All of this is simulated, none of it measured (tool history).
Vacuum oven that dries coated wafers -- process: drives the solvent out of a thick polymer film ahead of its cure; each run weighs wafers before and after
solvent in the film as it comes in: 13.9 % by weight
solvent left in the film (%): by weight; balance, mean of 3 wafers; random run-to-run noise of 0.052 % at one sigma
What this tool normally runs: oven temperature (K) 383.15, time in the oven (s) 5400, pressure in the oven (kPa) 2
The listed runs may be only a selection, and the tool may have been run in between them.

Run 1, hour 0: usual settings. Result: solvent left in the film (%) 1.52.
Run 2, hour 12.3: usual settings. Result: solvent left in the film (%) 1.55.
Run 3, hour 22.6: usual settings. Result: solvent left in the film (%) 1.45.
Run 4, hour 36.3: usual settings. Result: solvent left in the film (%) 1.52.
Run 5, hour 50: usual settings but pressure in the oven (kPa) 1.5. Result: solvent left in the film (%) 1.16.
Run 6, hour 67: usual settings but pressure in the oven (kPa) 1.5. Result: solvent left in the film (%) 1.32.
Run 7, hour 78.5: usual settings but pressure in the oven (kPa) 1.5. Result: solvent left in the film (%) 1.31.
Run 8, hour 98.2: usual settings but pressure in the oven (kPa) 1.5. Result: solvent left in the film (%) 1.28.
Run 9, hour 108.8: usual settings. Result: solvent left in the film (%) 1.61.
Run 10, hour 129.7: usual settings but oven temperature (K) 369.15. Result: solvent left in the film (%) 3.86.
Run 11, hour 150.1: usual settings. Result: solvent left in the film (%) 1.66.
Run 12, hour 164.2: usual settings. Result: solvent left in the film (%) 1.48.
Run 13, hour 176.7: usual settings. Result: solvent left in the film (%) 1.59.
Run 14, hour 193.1: usual settings. Result: solvent left in the film (%) 1.63.
Run 15, hour 208.5: usual settings. Result: solvent left in the film (%) 1.64.
Run 16, hour 227.8: usual settings. Result: solvent left in the film (%) 1.6.
Run 17, hour 242.9: usual settings. Result: solvent left in the film (%) 1.58.
Run 18, hour 263.6: usual settings but pressure in the oven (kPa) 6.37. Result: solvent left in the film (%) 4.01.
Run 19, hour 279.7: usual settings but pressure in the oven (kPa) 6.37. Result: solvent left in the film (%) 4.06.
Run 20, hour 298.8: usual settings but pressure in the oven (kPa) 6.37. Result: solvent left in the film (%) 4.05.
Run 21, hour 310.5: usual settings but pressure in the oven (kPa) 6.37. Result: solvent left in the film (%) 3.94.
Run 22, hour 323.7: usual settings. Result: solvent left in the film (%) 1.68.
Run 23, hour 342.6: usual settings but oven temperature (K) 382.15. Result: solvent left in the film (%) 1.7.
Run 24, hour 355.2: usual settings but oven temperature (K) 370.15, time in the oven (s) 3480. Result: solvent left in the film (%) 5.11.
Run 25, hour 376.2: usual settings but oven temperature (K) 384.15. Result: solvent left in the film (%) 1.45.
Run 26, hour 385.3: usual settings but oven temperature (K) 392.15, time in the oven (s) 8640, pressure in the oven (kPa) 3.13. Result: solvent left in the film (%) 1.42.
Run 27, hour 395: usual settings but time in the oven (s) 2700, pressure in the oven (kPa) 3.47. Result: solvent left in the film (%) 3.77.
Run 28, hour 408.5: usual settings but oven temperature (K) 379.15, time in the oven (s) 5940. Result: solvent left in the film (%) 1.8.
Run 29, hour 418.8: usual settings but oven temperature (K) 386.15, time in the oven (s) 8160, pressure in the oven (kPa) 1.75. Result: solvent left in the film (%) 1.04.
Run 30, hour 431.7: usual settings but oven temperature (K) 386.15, time in the oven (s) 8160, pressure in the oven (kPa) 1.75. Result: solvent left in the film (%) 0.98.
Run 31, hour 450.8: usual settings but oven temperature (K) 379.15, time in the oven (s) 3000, pressure in the oven (kPa) 1.75. Result: solvent left in the film (%) 3.37.
Run 32, hour 460.8: usual settings but oven temperature (K) 379.15, time in the oven (s) 3000, pressure in the oven (kPa) 1.75. Result: solvent left in the film (%) 3.51.
Run 33, hour 483.2: usual settings but oven temperature (K) 379.15, time in the oven (s) 3000, pressure in the oven (kPa) 1.75. Result: solvent left in the film (%) 3.49.
Run 34, hour 494.3: usual settings but time in the oven (s) 7500, pressure in the oven (kPa) 1.46. Result: solvent left in the film (%) 1.15.
Run 35, hour 508.2: usual settings but oven temperature (K) 386.15, time in the oven (s) 3420, pressure in the oven (kPa) 1.46. Result: solvent left in the film (%) 1.7.
Run 36, hour 526.1: usual settings but oven temperature (K) 386.15, time in the oven (s) 3420, pressure in the oven (kPa) 1.46. Result: solvent left in the film (%) 1.75.
Run 37, hour 536.5: usual settings but oven temperature (K) 382.15, pressure in the oven (kPa) 1.88. Result: solvent left in the film (%) 1.69.
Run 38, hour 553: usual settings but oven temperature (K) 394.15, time in the oven (s) 3540, pressure in the oven (kPa) 2.35. Result: solvent left in the film (%) 1.2.
Run 39, hour 573.5: usual settings but time in the oven (s) 4140, pressure in the oven (kPa) 3.34. Result: solvent left in the film (%) 2.79.
Run 40, hour 588.4: usual settings but time in the oven (s) 8880. Result: solvent left in the film (%) 1.12.
Run 41, hour 609.4: usual settings but oven temperature (K) 385.15, time in the oven (s) 4500. Result: solvent left in the film (%) 1.41.
Run 42, hour 629.4: usual settings but oven temperature (K) 380.15, pressure in the oven (kPa) 2.19. Result: solvent left in the film (%) 2.
Run 43, hour 644.3: usual settings but oven temperature (K) 380.15, pressure in the oven (kPa) 2.19. Result: solvent left in the film (%) 2.
Run 44, hour 658: usual settings but oven temperature (K) 392.15, time in the oven (s) 3540. Result: solvent left in the film (%) 1.23.
Run 45, hour 671.3: usual settings but oven temperature (K) 372.15, pressure in the oven (kPa) 1.33. Result: solvent left in the film (%) 2.55.
Run 46, hour 682.4: usual settings but oven temperature (K) 380.15, time in the oven (s) 2760. Result: solvent left in the film (%) 3.62.

Put back what was entered between runs (2 entries, withheld): which listed runs does each sit between, and how does the hidden state differ from the listed run before to the listed run after?
In the gap between runs 32 and 33: vacuum gauge cleaned of residue and calibrated (hour 463.5)
  true wafer temperature over the reading, C: 0.47 -> 0.48; true pressure over the reading, kPa: 0.234 -> 0.362
  measured result minus the result with no hidden state, solvent left in the film (%): +0.03 -> +0.09
In the gap between runs 39 and 40: vacuum gauge cleaned of residue and calibrated, once more (hour 576.2)
  true wafer temperature over the reading, C: 0.56 -> 0.57; true pressure over the reading, kPa: 0.388 -> -0.008
  measured result minus the result with no hidden state, solvent left in the film (%): +0.12 -> -0.03
